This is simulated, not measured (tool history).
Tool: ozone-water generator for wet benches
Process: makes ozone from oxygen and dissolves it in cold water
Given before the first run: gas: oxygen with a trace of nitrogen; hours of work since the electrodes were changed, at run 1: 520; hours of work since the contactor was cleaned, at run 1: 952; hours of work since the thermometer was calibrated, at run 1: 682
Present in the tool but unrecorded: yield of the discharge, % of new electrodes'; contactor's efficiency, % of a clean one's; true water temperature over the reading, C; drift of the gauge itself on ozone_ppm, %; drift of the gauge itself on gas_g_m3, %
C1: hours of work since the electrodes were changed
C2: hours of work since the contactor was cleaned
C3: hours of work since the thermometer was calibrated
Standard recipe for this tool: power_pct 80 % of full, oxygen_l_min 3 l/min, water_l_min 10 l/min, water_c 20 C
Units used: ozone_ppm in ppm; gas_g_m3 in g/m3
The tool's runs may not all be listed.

{"run": 1, "hour": 0.0, "power_pct": 80, "oxygen_l_min": 3, "water_l_min": 10, "water_c": 20, "C1": 520, "C2": 952, "C3": 682, "ozone_ppm": 33, "gas_g_m3": 294.8}
{"run": 2, "hour": 24.7, "power_pct": 80, "oxygen_l_min": 3, "water_l_min": 10, "water_c": 20, "C1": 536, "C2": 968, "C3": 698, "ozone_ppm": 33.4, "gas_g_m3": 293}
{"run": 3, "hour": 51.8, "power_pct": 80, "oxygen_l_min": 3, "water_l_min": 10, "water_c": 20, "C1": 554, "C2": 986, "C3": 716, "ozone_ppm": 33.3, "gas_g_m3": 295.2}
{"run": 4, "hour": 64.5, "power_pct": 80, "oxygen_l_min": 3, "water_l_min": 10, "water_c": 20, "C1": 562, "C2": 994, "C3": 724, "ozone_ppm": 33.3, "gas_g_m3": 293.5}
{"run": 5, "hour": 92.7, "power_pct": 80, "oxygen_l_min": 3, "water_l_min": 10, "water_c": 20, "C1": 581, "C2": 1013, "C3": 743, "ozone_ppm": 33.2, "gas_g_m3": 294.6}
{"run": 6, "hour": 119.9, "power_pct": 80, "oxygen_l_min": 3, "water_l_min": 10, "water_c": 20, "C1": 599, "C2": 1031, "C3": 761, "ozone_ppm": 33.1, "gas_g_m3": 294.6}
{"run": 7, "hour": 146.9, "power_pct": 80, "oxygen_l_min": 3, "water_l_min": 10, "water_c": 20, "C1": 616, "C2": 1049, "C3": 778, "ozone_ppm": 33.3, "gas_g_m3": 293.5}
{"hour": 149.6, "done": "water thermometer calibrated"}
{"run": 8, "hour": 172.0, "power_pct": 80, "oxygen_l_min": 3, "water_l_min": 10, "water_c": 20, "C1": 633, "C2": 1065, "C3": 15, "ozone_ppm": 33, "gas_g_m3": 291.7}
{"run": 9, "hour": 194.7, "power_pct": 80, "oxygen_l_min": 3, "water_l_min": 10, "water_c": 20, "C1": 648, "C2": 1080, "C3": 30, "ozone_ppm": 32.9, "gas_g_m3": 291.3}
{"run": 10, "hour": 217.7, "power_pct": 80, "oxygen_l_min": 3.11, "water_l_min": 10, "water_c": 20, "C1": 663, "C2": 1095, "C3": 45, "ozone_ppm": 33, "gas_g_m3": 289.3}
{"run": 11, "hour": 244.4, "power_pct": 80, "oxygen_l_min": 2.34, "water_l_min": 10, "water_c": 18, "C1": 680, "C2": 1113, "C3": 62, "ozone_ppm": 33.5, "gas_g_m3": 332.2}
{"run": 12, "hour": 271.5, "power_pct": 80, "oxygen_l_min": 2.76, "water_l_min": 6, "water_c": 17, "C1": 698, "C2": 1130, "C3": 80, "ozone_ppm": 47.2, "gas_g_m3": 304.4}
{"hour": 297.3, "done": "water thermometer calibrated, once more"}
{"run": 13, "hour": 302.4, "power_pct": 80, "oxygen_l_min": 3, "water_l_min": 10, "water_c": 16, "C1": 718, "C2": 1150, "C3": 3, "ozone_ppm": 34.9, "gas_g_m3": 291}
{"run": 14, "hour": 323.4, "power_pct": 80, "oxygen_l_min": 3, "water_l_min": 10, "water_c": 16, "C1": 732, "C2": 1164, "C3": 17, "ozone_ppm": 34.8, "gas_g_m3": 291.1}
{"run": 15, "hour": 352.2, "power_pct": 80, "oxygen_l_min": 3, "water_l_min": 10, "water_c": 16, "C1": 751, "C2": 1183, "C3": 36, "ozone_ppm": 35, "gas_g_m3": 291.1}
{"run": 16, "hour": 377.4, "power_pct": 80, "oxygen_l_min": 3.1, "water_l_min": 11, "water_c": 16, "C1": 768, "C2": 1200, "C3": 53, "ozone_ppm": 33.2, "gas_g_m3": 289.7}
{"run": 17, "hour": 400.5, "power_pct": 80, "oxygen_l_min": 1.69, "water_l_min": 6, "water_c": 20, "C1": 783, "C2": 1215, "C3": 68, "ozone_ppm": 45.7, "gas_g_m3": 382.9}

Below are 4 alternative next runs, each starting from the tool's condition after run 17. Predict each:
{"run": "A", "hour": 430.0, "power_pct": 80, "oxygen_l_min": 3.12, "water_l_min": 12, "water_c": 18, "C1": 802, "C2": 1235, "C3": 87, "ozone_ppm": "?", "gas_g_m3": "?"}
{"run": "B", "hour": 430.0, "power_pct": 56, "oxygen_l_min": 3, "water_l_min": 10, "water_c": 20, "C1": 802, "C2": 1235, "C3": 87, "ozone_ppm": "?", "gas_g_m3": "?"}
{"run": "C", "hour": 430.0, "power_pct": 63, "oxygen_l_min": 3, "water_l_min": 6, "water_c": 13, "C1": 802, "C2": 1235, "C3": 87, "ozone_ppm": "?", "gas_g_m3": "?"}
{"run": "D", "hour": 430.0, "power_pct": 44, "oxygen_l_min": 2.78, "water_l_min": 10, "water_c": 20, "C1": 802, "C2": 1235, "C3": 87, "ozone_ppm": "?", "gas_g_m3": "?"}

run=A ozone_ppm=29.7 gas_g_m3=286.2
run=B ozone_ppm=24.6 gas_g_m3=212.6
run=C ozone_ppm=40.9 gas_g_m3=237.5
run=D ozone_ppm=20.1 gas_g_m3=181.8
Without the tool's unlogged condition, the same runs would have read:
run=A ozone_ppm=30.9 gas_g_m3=292.9
run=B ozone_ppm=25.4 gas_g_m3=216.3
run=C ozone_ppm=42.2 gas_g_m3=242
run=D ozone_ppm=20.6 gas_g_m3=184.1
